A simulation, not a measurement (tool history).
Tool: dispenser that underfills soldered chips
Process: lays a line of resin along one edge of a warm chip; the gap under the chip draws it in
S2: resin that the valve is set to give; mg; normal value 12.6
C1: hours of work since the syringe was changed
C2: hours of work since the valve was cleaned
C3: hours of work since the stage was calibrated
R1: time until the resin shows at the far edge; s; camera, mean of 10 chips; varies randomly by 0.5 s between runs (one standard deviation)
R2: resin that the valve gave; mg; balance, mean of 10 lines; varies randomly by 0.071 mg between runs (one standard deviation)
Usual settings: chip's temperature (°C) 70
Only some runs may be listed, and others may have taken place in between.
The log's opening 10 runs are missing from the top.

run 11 day=3.867 | chip's_temperature_(°C)=70 S2=12.6 | C1=7 C2=30 C3=77 | R1=73.9 R2=12.20
-- day=4.054 new syringe of resin
run 12 day=4.433 | chip's_temperature_(°C)=70 S2=12.6 | C1=6 C2=38 C3=85 | R1=68.4 R2=12.17
-- day=4.704 new syringe of resin
run 13 day=4.808 | chip's_temperature_(°C)=70 S2=14.1 | C1=2 C2=43 C3=91 | R1=47.4 R2=13.66
run 14 day=5.162 | chip's_temperature_(°C)=70 S2=15.4 | C1=7 C2=49 C3=96 | R1=74.6 R2=14.78
-- day=5.342 new syringe of resin
run 15 day=5.496 | chip's_temperature_(°C)=74 S2=12.6 | C1=2 C2=53 C3=101 | R1=42.3 R2=11.97
run 16 day=5.779 | chip's_temperature_(°C)=74 S2=12.6 | C1=6 C2=58 C3=105 | R1=60.9 R2=12.07
-- day=6.004 new syringe of resin
run 17 day=6.033 | chip's_temperature_(°C)=74 S2=12.6 | C1=0 C2=61 C3=108 | R1=36.3 R2=11.96
run 18 day=6.442 | chip's_temperature_(°C)=74 S2=12.6 | C1=6 C2=67 C3=114 | R1=62.6 R2=11.87
-- day=6.633 new syringe of resin
run 19 day=7.004 | chip's_temperature_(°C)=71 S2=12.8 | C1=5 C2=75 C3=123 | R1=64.1 R2=11.95
-- day=7.267 new syringe of resin
run 20 day=7.267 | chip's_temperature_(°C)=81 S2=11.4 | C1=0 C2=79 C3=126 | R1=26.7 R2=10.62
run 21 day=7.788 | chip's_temperature_(°C)=81 S2=11.4 | C1=8 C2=87 C3=134 | R1=53.4 R2=10.64
-- day=7.921 new syringe of resin
run 22 day=8.338 | chip's_temperature_(°C)=76 S2=12.6 | C1=6 C2=95 C3=142 | R1=57.9 R2=11.59
-- day=8.579 new syringe of resin
run 23 day=8.788 | chip's_temperature_(°C)=71 S2=13.3 | C1=3 C2=101 C3=148 | R1=51.5 R2=12.12
run 24 day=9.171 | chip's_temperature_(°C)=83 S2=12.2 | C1=9 C2=107 C3=154 | R1=53.2 R2=11.05
-- day=9.221 new syringe of resin
run 25 day=9.512 | chip's_temperature_(°C)=83 S2=13.8 | C1=4 C2=112 C3=159 | R1=35.9 R2=12.47

What will run 26 give?
-- day=9.858 new syringe of resin
run 26 day=10.058 | chip's_temperature_(°C)=66 S2=10.9 | C1=3 C2=120 C3=167 | R1=? R2=?

{"run 26": {"R1": 70.7, "R2": 9.81}}
Take away the tool's hidden state, keep the run-to-run variation as it was, and the same run would have given R1 49.8 s, R2 10.92 mg.
